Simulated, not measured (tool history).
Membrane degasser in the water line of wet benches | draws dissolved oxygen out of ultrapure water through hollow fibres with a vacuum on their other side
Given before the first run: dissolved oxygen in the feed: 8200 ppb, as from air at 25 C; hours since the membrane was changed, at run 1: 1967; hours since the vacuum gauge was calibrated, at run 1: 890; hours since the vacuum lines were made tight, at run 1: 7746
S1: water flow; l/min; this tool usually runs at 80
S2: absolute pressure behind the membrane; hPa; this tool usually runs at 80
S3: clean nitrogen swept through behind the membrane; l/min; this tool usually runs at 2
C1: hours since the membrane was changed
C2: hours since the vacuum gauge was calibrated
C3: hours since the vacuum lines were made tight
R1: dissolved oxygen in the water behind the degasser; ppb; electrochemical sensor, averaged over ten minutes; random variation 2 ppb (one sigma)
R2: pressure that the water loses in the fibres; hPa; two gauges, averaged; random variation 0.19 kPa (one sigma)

{"run": 1, "hour": 0.0, "S1": 80, "S2": 80, "S3": 2, "C1": 1967, "C2": 890, "C3": 7746, "R1": 376.7, "R2": 399.2}
{"run": 2, "hour": 112.4, "S1": 80, "S2": 80, "S3": 2, "C1": 2079, "C2": 1003, "C3": 7858, "R1": 378.2, "R2": 397.9}
{"run": 3, "hour": 265.2, "S1": 80, "S2": 80, "S3": 2, "C1": 2232, "C2": 1155, "C3": 8011, "R1": 377.4, "R2": 395}
{"run": 4, "hour": 428.2, "S1": 80, "S2": 80, "S3": 2, "C1": 2395, "C2": 1318, "C3": 8174, "R1": 374.5, "R2": 400.4}
{"run": 5, "hour": 587.8, "S1": 80, "S2": 48.9, "S3": 2, "C1": 2554, "C2": 1478, "C3": 8334, "R1": 139.7, "R2": 401.8}
{"run": 6, "hour": 722.7, "S1": 80, "S2": 59.5, "S3": 2, "C1": 2689, "C2": 1613, "C3": 8469, "R1": 221.7, "R2": 401.2}
{"run": 7, "hour": 860.1, "S1": 63, "S2": 80, "S3": 2, "C1": 2827, "C2": 1750, "C3": 8606, "R1": 308.8, "R2": 313.5}
{"run": 8, "hour": 958.7, "S1": 80, "S2": 80, "S3": 2, "C1": 2925, "C2": 1849, "C3": 8705, "R1": 379.2, "R2": 399.6}
{"run": 9, "hour": 1138.2, "S1": 80, "S2": 80, "S3": 2, "C1": 3105, "C2": 2028, "C3": 8884, "R1": 377, "R2": 402.5}
{"run": 10, "hour": 1331.4, "S1": 80, "S2": 80, "S3": 2, "C1": 3298, "C2": 2222, "C3": 9077, "R1": 377.3, "R2": 396.3}
{"run": 11, "hour": 1503.2, "S1": 80, "S2": 80, "S3": 2, "C1": 3470, "C2": 2393, "C3": 9249, "R1": 374.2, "R2": 401.9}
{"run": 12, "hour": 1624.0, "S1": 80, "S2": 80, "S3": 2, "C1": 3591, "C2": 2514, "C3": 9370, "R1": 380.1, "R2": 398.1}
{"run": 13, "hour": 1757.3, "S1": 115, "S2": 80, "S3": 2, "C1": 3724, "C2": 2647, "C3": 9503, "R1": 506.1, "R2": 579.1}
{"run": 14, "hour": 1948.2, "S1": 80, "S2": 80, "S3": 2, "C1": 3915, "C2": 2838, "C3": 9694, "R1": 377.4, "R2": 403.9}
{"run": 15, "hour": 2113.0, "S1": 80, "S2": 80, "S3": 1.65, "C1": 4080, "C2": 3003, "C3": 9859, "R1": 435.4, "R2": 402.5}
{"run": 16, "hour": 2286.7, "S1": 75, "S2": 74.2, "S3": 5.7, "C1": 4253, "C2": 3177, "C3": 10033, "R1": 131.9, "R2": 375.9}
{"run": 17, "hour": 2448.0, "S1": 78, "S2": 80, "S3": 1.02, "C1": 4415, "C2": 3338, "C3": 10194, "R1": 589, "R2": 387.8}
{"run": 18, "hour": 2532.9, "S1": 78, "S2": 110.8, "S3": 2.45, "C1": 4499, "C2": 3423, "C3": 10279, "R1": 499, "R2": 393.3}
{"run": 19, "hour": 2672.3, "S1": 81, "S2": 167.1, "S3": 1.37, "C1": 4639, "C2": 3562, "C3": 10418, "R1": 1292.1, "R2": 408.1}
{"run": 20, "hour": 2794.0, "S1": 81, "S2": 167.1, "S3": 1.37, "C1": 4761, "C2": 3684, "C3": 10540, "R1": 1308.5, "R2": 406.2}
{"run": 21, "hour": 2949.2, "S1": 111, "S2": 167.1, "S3": 5.36, "C1": 4916, "C2": 3839, "C3": 10695, "R1": 598.7, "R2": 555.9}
{"hour": 3024.6, "done": "vacuum gauge calibrated"}
{"run": 22, "hour": 3059.1, "S1": 73, "S2": 80, "S3": 1.41, "C1": 5025, "C2": 34, "C3": 10805, "R1": 457.4, "R2": 363.2}
{"run": 23, "hour": 3170.2, "S1": 51, "S2": 52.9, "S3": 2, "C1": 5136, "C2": 146, "C3": 10916, "R1": 114.8, "R2": 255.4}
{"run": 24, "hour": 3253.8, "S1": 51, "S2": 82, "S3": 2, "C1": 5220, "C2": 229, "C3": 10999, "R1": 268.1, "R2": 256.5}
{"run": 25, "hour": 3356.3, "S1": 85, "S2": 65.7, "S3": 2, "C1": 5322, "C2": 332, "C3": 11102, "R1": 283.7, "R2": 424.5}
{"run": 26, "hour": 3547.7, "S1": 85, "S2": 65.7, "S3": 2, "C1": 5514, "C2": 523, "C3": 11293, "R1": 283.6, "R2": 423.1}
{"run": 27, "hour": 3730.4, "S1": 85, "S2": 65.7, "S3": 2, "C1": 5696, "C2": 706, "C3": 11476, "R1": 282.1, "R2": 425.7}
{"run": 28, "hour": 3889.8, "S1": 98, "S2": 51.3, "S3": 3.04, "C1": 5856, "C2": 865, "C3": 11635, "R1": 141.7, "R2": 489.9}
{"run": 29, "hour": 3971.4, "S1": 80, "S2": 142.7, "S3": 1.75, "C1": 5937, "C2": 947, "C3": 11717, "R1": 901.9, "R2": 400}

Take each entry between the runs: how does the hidden state at the last listed run before it differ from the hidden state at the first listed run after it?
In the gap between runs 21 and 22: vacuum gauge calibrated (hour 3024.6)
  the hidden state is the same at both runs

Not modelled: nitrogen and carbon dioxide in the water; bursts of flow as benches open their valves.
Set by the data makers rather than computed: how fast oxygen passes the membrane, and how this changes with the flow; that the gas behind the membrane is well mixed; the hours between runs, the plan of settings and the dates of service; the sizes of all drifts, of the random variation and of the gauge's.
